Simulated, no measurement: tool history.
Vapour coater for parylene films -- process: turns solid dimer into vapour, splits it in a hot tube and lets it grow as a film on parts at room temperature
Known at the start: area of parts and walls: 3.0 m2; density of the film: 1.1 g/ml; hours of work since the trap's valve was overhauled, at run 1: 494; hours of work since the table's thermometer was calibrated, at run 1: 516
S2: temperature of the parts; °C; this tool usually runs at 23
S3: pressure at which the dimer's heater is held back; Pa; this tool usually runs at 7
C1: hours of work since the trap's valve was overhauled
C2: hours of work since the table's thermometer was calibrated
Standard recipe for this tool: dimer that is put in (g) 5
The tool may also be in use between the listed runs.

run 1 day=0 | dimer_that_is_put_in_(g)=5 S2=23 S3=7 | C1=494 C2=516 | thickness_of_the_film_(nm)=949
-- day=0.658 trap's valve overhauled
run 2 day=1.746 | dimer_that_is_put_in_(g)=5 S2=23 S3=7 | C1=21 C2=546 | thickness_of_the_film_(nm)=951
run 3 day=3.125 | dimer_that_is_put_in_(g)=5 S2=23 S3=7 | C1=47 C2=572 | thickness_of_the_film_(nm)=943
run 4 day=4.308 | dimer_that_is_put_in_(g)=5 S2=23 S3=2.56 | C1=69 C2=595 | thickness_of_the_film_(nm)=1199
run 5 day=5.888 | dimer_that_is_put_in_(g)=5 S2=23 S3=2.56 | C1=99 C2=625 | thickness_of_the_film_(nm)=1204
run 6 day=8.246 | dimer_that_is_put_in_(g)=5 S2=23 S3=2.56 | C1=144 C2=670 | thickness_of_the_film_(nm)=1201
run 7 day=10.738 | dimer_that_is_put_in_(g)=5 S2=23 S3=2.56 | C1=192 C2=717 | thickness_of_the_film_(nm)=1201

Forecast run 8:
run 8 day=12.979 | dimer_that_is_put_in_(g)=5 S2=23 S3=2.56 | C1=234 C2=760 | thickness_of_the_film_(nm)=?

Run 8 came out at thickness of the film (nm) 1195.
If the tool had no hidden condition, the same run with the same run-to-run variation would have returned thickness of the film (nm) 1196.
